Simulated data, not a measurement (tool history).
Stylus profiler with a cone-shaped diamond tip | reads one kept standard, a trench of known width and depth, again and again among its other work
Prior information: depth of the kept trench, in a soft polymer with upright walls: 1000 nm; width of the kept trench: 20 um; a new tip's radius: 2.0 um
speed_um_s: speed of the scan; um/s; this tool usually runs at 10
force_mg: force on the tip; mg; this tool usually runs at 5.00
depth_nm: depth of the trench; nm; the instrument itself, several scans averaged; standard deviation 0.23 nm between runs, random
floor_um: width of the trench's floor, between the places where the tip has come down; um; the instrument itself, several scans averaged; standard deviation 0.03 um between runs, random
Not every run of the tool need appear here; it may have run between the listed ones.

{"run": 1, "day": 0.0, "speed_um_s": 10, "force_mg": 5.0, "depth_nm": 1014.93, "floor_um": 16.4}
{"run": 2, "day": 2.612, "speed_um_s": 10, "force_mg": 5.0, "depth_nm": 1014.98, "floor_um": 16.26}
{"run": 3, "day": 4.479, "speed_um_s": 18, "force_mg": 5.0, "depth_nm": 1014.88, "floor_um": 16.31}
{"run": 4, "day": 6.65, "speed_um_s": 18, "force_mg": 5.0, "depth_nm": 1014.46, "floor_um": 16.19}
{"run": 5, "day": 8.917, "speed_um_s": 10, "force_mg": 5.0, "depth_nm": 1014.79, "floor_um": 16.17}
{"run": 6, "day": 11.904, "speed_um_s": 10, "force_mg": 5.0, "depth_nm": 1014.64, "floor_um": 16.18}
{"run": 7, "day": 14.729, "speed_um_s": 10, "force_mg": 5.0, "depth_nm": 1013.95, "floor_um": 16.16}
{"run": 8, "day": 16.442, "speed_um_s": 10, "force_mg": 5.0, "depth_nm": 1014.05, "floor_um": 16.15}
{"run": 9, "day": 18.921, "speed_um_s": 10, "force_mg": 7.71, "depth_nm": 1019.61, "floor_um": 16.1}
{"run": 10, "day": 21.088, "speed_um_s": 10, "force_mg": 7.71, "depth_nm": 1019.25, "floor_um": 16.16}
{"run": 11, "day": 23.121, "speed_um_s": 10, "force_mg": 2.44, "depth_nm": 1007.06, "floor_um": 16.06}
{"run": 12, "day": 26.079, "speed_um_s": 10, "force_mg": 2.44, "depth_nm": 1007.02, "floor_um": 15.97}
{"run": 13, "day": 28.179, "speed_um_s": 10, "force_mg": 7.9, "depth_nm": 1019.11, "floor_um": 15.97}
{"run": 14, "day": 30.808, "speed_um_s": 10, "force_mg": 7.9, "depth_nm": 1018.79, "floor_um": 15.95}
{"run": 15, "day": 32.292, "speed_um_s": 10, "force_mg": 7.9, "depth_nm": 1018.84, "floor_um": 15.91}
{"run": 16, "day": 33.967, "speed_um_s": 5, "force_mg": 6.31, "depth_nm": 1015.53, "floor_um": 15.88}
{"run": 17, "day": 36.142, "speed_um_s": 7, "force_mg": 1.68, "depth_nm": 1003.6, "floor_um": 15.85}
{"run": 18, "day": 38.171, "speed_um_s": 7, "force_mg": 1.68, "depth_nm": 1003.5, "floor_um": 15.82}
{"run": 19, "day": 39.912, "speed_um_s": 7, "force_mg": 1.68, "depth_nm": 1002.87, "floor_um": 15.78}
{"run": 20, "day": 41.225, "speed_um_s": 7, "force_mg": 1.68, "depth_nm": 1002.87, "floor_um": 15.83}
{"run": 21, "day": 42.808, "speed_um_s": 22, "force_mg": 3.78, "depth_nm": 1008.63, "floor_um": 15.75}
{"run": 22, "day": 44.333, "speed_um_s": 29, "force_mg": 2.58, "depth_nm": 1005.1, "floor_um": 15.73}
{"run": 23, "day": 47.438, "speed_um_s": 29, "force_mg": 2.58, "depth_nm": 1005.16, "floor_um": 15.68}
{"run": 24, "day": 50.146, "speed_um_s": 2, "force_mg": 4.67, "depth_nm": 1010.45, "floor_um": 15.69}
{"run": 25, "day": 52.621, "speed_um_s": 17, "force_mg": 4.65, "depth_nm": 1009.96, "floor_um": 15.64}

5 ways to go on from here, each from the tool as it stands after run 25. What would each give?
{"run": "A", "day": 54.325, "speed_um_s": 7, "force_mg": 3.73, "depth_nm": "?", "floor_um": "?"}
{"run": "B", "day": 54.325, "speed_um_s": 10, "force_mg": 6.07, "depth_nm": "?", "floor_um": "?"}
{"run": "C", "day": 54.325, "speed_um_s": 10, "force_mg": 3.6, "depth_nm": "?", "floor_um": "?"}
{"run": "D", "day": 54.325, "speed_um_s": 21, "force_mg": 5.0, "depth_nm": "?", "floor_um": "?"}
{"run": "E", "day": 54.325, "speed_um_s": 10, "force_mg": 5.0, "depth_nm": "?", "floor_um": "?"}

run=A depth_nm=1007.31 floor_um=15.65
run=B depth_nm=1013.15 floor_um=15.66
run=C depth_nm=1007.46 floor_um=15.66
run=D depth_nm=1010.84 floor_um=15.67
run=E depth_nm=1010.87 floor_um=15.67
The same runs, with their run-to-run variation unchanged, on a tool lacking any hidden condition would have given:
run=A depth_nm=1013.66 floor_um=16.52
run=B depth_nm=1019.54 floor_um=16.53
run=C depth_nm=1013.81 floor_um=16.52
run=D depth_nm=1017.21 floor_um=16.54
run=E depth_nm=1017.24 floor_um=16.54

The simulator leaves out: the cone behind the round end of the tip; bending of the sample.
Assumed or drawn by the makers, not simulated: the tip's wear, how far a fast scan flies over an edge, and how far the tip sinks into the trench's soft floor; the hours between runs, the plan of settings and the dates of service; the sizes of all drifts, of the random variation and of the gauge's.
